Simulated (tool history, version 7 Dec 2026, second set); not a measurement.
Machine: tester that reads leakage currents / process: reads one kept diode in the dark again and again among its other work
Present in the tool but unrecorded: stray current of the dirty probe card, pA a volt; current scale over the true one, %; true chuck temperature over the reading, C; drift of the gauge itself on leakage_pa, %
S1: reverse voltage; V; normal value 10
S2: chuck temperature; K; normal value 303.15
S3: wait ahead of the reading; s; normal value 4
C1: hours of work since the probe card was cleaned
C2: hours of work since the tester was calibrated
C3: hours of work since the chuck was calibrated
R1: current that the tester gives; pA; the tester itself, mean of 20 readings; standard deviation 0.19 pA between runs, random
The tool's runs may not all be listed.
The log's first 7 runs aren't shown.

run 8 hour=194.9 | S1=10 S2=324.15 S3=4 | C1=800 C2=316 C3=243 | R1=326.07
run 9 hour=222.1 | S1=10 S2=324.15 S3=2.52 | C1=817 C2=333 C3=260 | R1=325.32
run 10 hour=248.4 | S1=10 S2=324.15 S3=2.52 | C1=833 C2=349 C3=276 | R1=325.64
run 11 hour=273.7 | S1=4 S2=303.15 S3=4 | C1=849 C2=365 C3=292 | R1=40.32
run 12 hour=296.4 | S1=4 S2=303.15 S3=4 | C1=863 C2=379 C3=306 | R1=40.45
-- hour=300.8 chuck's temperature calibrated
run 13 hour=328.4 | S1=4 S2=303.15 S3=4 | C1=882 C2=398 C3=17 | R1=39.94
run 14 hour=345.9 | S1=4 S2=303.15 S3=4 | C1=892 C2=408 C3=28 | R1=40.14
run 15 hour=373.4 | S1=4 S2=303.15 S3=0.42 | C1=910 C2=426 C3=45 | R1=41.74
-- hour=407.2 chuck's temperature calibrated, once more
run 16 hour=411.7 | S1=4 S2=297.15 S3=0.42 | C1=932 C2=448 C3=3 | R1=27.5
run 17 hour=429.8 | S1=10 S2=303.15 S3=4 | C1=943 C2=459 C3=14 | R1=67.76
run 18 hour=448.3 | S1=8.8 S2=303.15 S3=4 | C1=955 C2=471 C3=26 | R1=63.11
run 19 hour=484 | S1=8.8 S2=316.15 S3=4 | C1=977 C2=493 C3=48 | R1=169.95
run 20 hour=506.5 | S1=10 S2=303.15 S3=4 | C1=991 C2=507 C3=62 | R1=68.13
run 21 hour=538.9 | S1=10 S2=321.15 S3=4 | C1=1011 C2=527 C3=82 | R1=264.7
run 22 hour=556.7 | S1=10 S2=316.15 S3=4.54 | C1=1022 C2=538 C3=93 | R1=181.65
run 23 hour=581 | S1=10 S2=306.15 S3=3.04 | C1=1037 C2=553 C3=108 | R1=85.71
run 24 hour=598.8 | S1=1.5 S2=303.15 S3=0.73 | C1=1048 C2=564 C3=119 | R1=24.44
run 25 hour=620.1 | S1=1.9 S2=298.15 S3=2.47 | C1=1062 C2=578 C3=132 | R1=18.38
run 26 hour=655.9 | S1=1.9 S2=298.15 S3=2.47 | C1=1084 C2=600 C3=155 | R1=18.39
run 27 hour=685.6 | S1=2.1 S2=331.15 S3=2.47 | C1=1102 C2=618 C3=173 | R1=243.81
run 28 hour=704.7 | S1=10 S2=297.15 S3=4 | C1=1114 C2=630 C3=185 | R1=44.36
run 29 hour=728.6 | S1=10 S2=297.15 S3=4 | C1=1129 C2=645 C3=200 | R1=44.07
run 30 hour=743.9 | S1=2.4 S2=296.15 S3=6.09 | C1=1139 C2=655 C3=209 | R1=17.84
run 31 hour=773.4 | S1=5.9 S2=308.15 S3=1.34 | C1=1157 C2=673 C3=228 | R1=75.71

Run 32 comes next. What will it give?
run 32 hour=800.9 | S1=9.9 S2=293.15 S3=2.06 | C1=1174 C2=690 C3=245 | R1=?

R1: 34 pA
Without the tool's hidden state the same run would have given R1 26.14 pA.

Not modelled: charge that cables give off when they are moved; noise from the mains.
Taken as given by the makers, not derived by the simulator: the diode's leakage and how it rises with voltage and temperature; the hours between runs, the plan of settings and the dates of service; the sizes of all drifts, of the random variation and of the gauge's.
